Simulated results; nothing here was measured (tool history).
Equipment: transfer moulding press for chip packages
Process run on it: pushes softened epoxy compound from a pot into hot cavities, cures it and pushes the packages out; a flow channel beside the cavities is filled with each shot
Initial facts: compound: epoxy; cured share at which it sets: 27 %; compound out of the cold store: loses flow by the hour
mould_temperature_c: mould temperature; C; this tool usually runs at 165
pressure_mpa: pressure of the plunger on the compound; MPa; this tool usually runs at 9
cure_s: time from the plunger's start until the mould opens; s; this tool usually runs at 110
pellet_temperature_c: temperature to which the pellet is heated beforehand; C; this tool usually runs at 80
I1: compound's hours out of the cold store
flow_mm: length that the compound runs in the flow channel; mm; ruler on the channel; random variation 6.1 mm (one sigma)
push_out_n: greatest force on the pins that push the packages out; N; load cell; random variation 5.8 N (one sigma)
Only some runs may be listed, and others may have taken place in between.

Run 1, hour 0: usual settings; I1 16.4. Result: flow_mm 802 mm, push_out_n 288 N.
Run 2, hour 10.8: usual settings; I1 33.2. Result: flow_mm 730 mm, push_out_n 299 N.
At hour 19.7: cavities cleaned with cleaning compound and waxed.
Run 3, hour 20.2: usual settings; I1 33.4. Result: flow_mm 720 mm, push_out_n 395 N.
Run 4, hour 25.8: usual settings; I1 42.1. Result: flow_mm 694 mm, push_out_n 396 N.
Run 5, hour 35.6: usual settings; I1 21.9. Result: flow_mm 776 mm, push_out_n 393 N.
Run 6, hour 45.1: usual settings but mould_temperature_c 157 C; I1 32.8. Result: flow_mm 759 mm, push_out_n 729 N.
Run 7, hour 52.8: usual settings but mould_temperature_c 157 C; I1 11.7. Result: flow_mm 840 mm, push_out_n 776 N.
At hour 63.5: cavities cleaned with cleaning compound and waxed.
Run 8, hour 65.8: usual settings but mould_temperature_c 166 C; I1 35.6. Result: flow_mm 715 mm, push_out_n 213 N.
At hour 69.1: cavities cleaned with cleaning compound and waxed, once more.
Run 9, hour 78.7: usual settings but mould_temperature_c 164 C; I1 34.3. Result: flow_mm 727 mm, push_out_n 259 N.
Run 10, hour 87.7: usual settings but mould_temperature_c 164 C; I1 40.1. Result: flow_mm 704 mm, push_out_n 270 N.
Run 11, hour 99.1: usual settings but mould_temperature_c 164 C; I1 35.8. Result: flow_mm 728 mm, push_out_n 309 N.
Run 12, hour 103.9: usual settings but mould_temperature_c 164 C; I1 25.7. Result: flow_mm 768 mm, push_out_n 327 N.
At hour 112.5: cavities cleaned with cleaning compound and waxed.
Run 13, hour 114.5: usual settings but mould_temperature_c 163 C; I1 40.4. Result: flow_mm 694 mm, push_out_n 247 N.
Run 14, hour 123.7: usual settings; I1 46.8. Result: flow_mm 671 mm, push_out_n 243 N.
Run 15, hour 134.2: usual settings; I1 30.3. Result: flow_mm 738 mm, push_out_n 269 N.
Run 16, hour 141.4: usual settings but mould_temperature_c 170 C, pressure_mpa 10.74 MPa, cure_s 130 s, pellet_temperature_c 73 C; I1 9.9. Result: flow_mm 876 mm, push_out_n 234 N.
Run 17, hour 152.5: usual settings but mould_temperature_c 171 C, cure_s 133 s; I1 36.3. Result: flow_mm 693 mm, push_out_n 272 N.
At hour 156.6: cavities cleaned with cleaning compound and waxed.
Run 18, hour 160.7: usual settings but pressure_mpa 10.92 MPa, cure_s 91 s; I1 21. Result: flow_mm 842 mm, push_out_n 332 N.
Run 19, hour 171.5: usual settings but pressure_mpa 8.67 MPa, cure_s 109 s, pellet_temperature_c 82 C; I1 9. Result: flow_mm 808 mm, push_out_n 272 N.
At hour 178.3: plunger's sealing rings changed.
Run 20, hour 179.1: usual settings but pressure_mpa 8.67 MPa, cure_s 109 s, pellet_temperature_c 82 C; I1 19.4. Result: flow_mm 798 mm, push_out_n 279 N.
Run 21, hour 185.6: usual settings but pressure_mpa 8.67 MPa, cure_s 109 s, pellet_temperature_c 82 C; I1 23.5. Result: flow_mm 780 mm, push_out_n 297 N.
Run 22, hour 191.7: usual settings but mould_temperature_c 161 C, pressure_mpa 6.82 MPa, cure_s 109 s, pellet_temperature_c 82 C; I1 17.9. Result: flow_mm 728 mm, push_out_n 405 N.
Run 23, hour 196.8: usual settings but mould_temperature_c 159 C, pressure_mpa 7.21 MPa, cure_s 92 s, pellet_temperature_c 75 C; I1 43.3. Result: flow_mm 653 mm, push_out_n 660 N.
At hour 203.4: cavities cleaned with cleaning compound and waxed.
Run 24, hour 203.7: usual settings but mould_temperature_c 159 C, pressure_mpa 7.21 MPa, cure_s 92 s, pellet_temperature_c 75 C; I1 38.5. Result: flow_mm 672 mm, push_out_n 468 N.
Run 25, hour 210: usual settings but mould_temperature_c 170 C, pressure_mpa 8.54 MPa, cure_s 117 s, pellet_temperature_c 71 C; I1 23. Result: flow_mm 761 mm, push_out_n 190 N.
Run 26, hour 219.5: usual settings but cure_s 139 s; I1 36. Result: flow_mm 738 mm, push_out_n 216 N.
Run 27, hour 228.4: usual settings but pressure_mpa 7.05 MPa, cure_s 104 s; I1 11.8. Result: flow_mm 747 mm, push_out_n 340 N.

Below are 3 alternative next runs, each starting from the tool's condition after run 27. Predict each:
At hour 233: mould's thermocouples calibrated.
Run A, hour 236.6: usual settings but mould_temperature_c 166 C; I1 18.1. Result: flow_mm ?, push_out_n ?.
At hour 233: mould's thermocouples calibrated.
Run B, hour 236.6: usual settings but pressure_mpa 6.98 MPa, pellet_temperature_c 78 C; I1 10.7. Result: flow_mm ?, push_out_n ?.
At hour 233: mould's thermocouples calibrated.
Run C, hour 236.6: usual settings but pressure_mpa 7.05 MPa, cure_s 98 s; I1 15.5. Result: flow_mm ?, push_out_n ?.

run  flow_mm  push_out_n
  A      811         279
  B      745         301
  C      738         355
With no hidden state in the tool, these same runs would have given:
run  flow_mm  push_out_n
  A      816         196
  B      749         210
  C      742         249
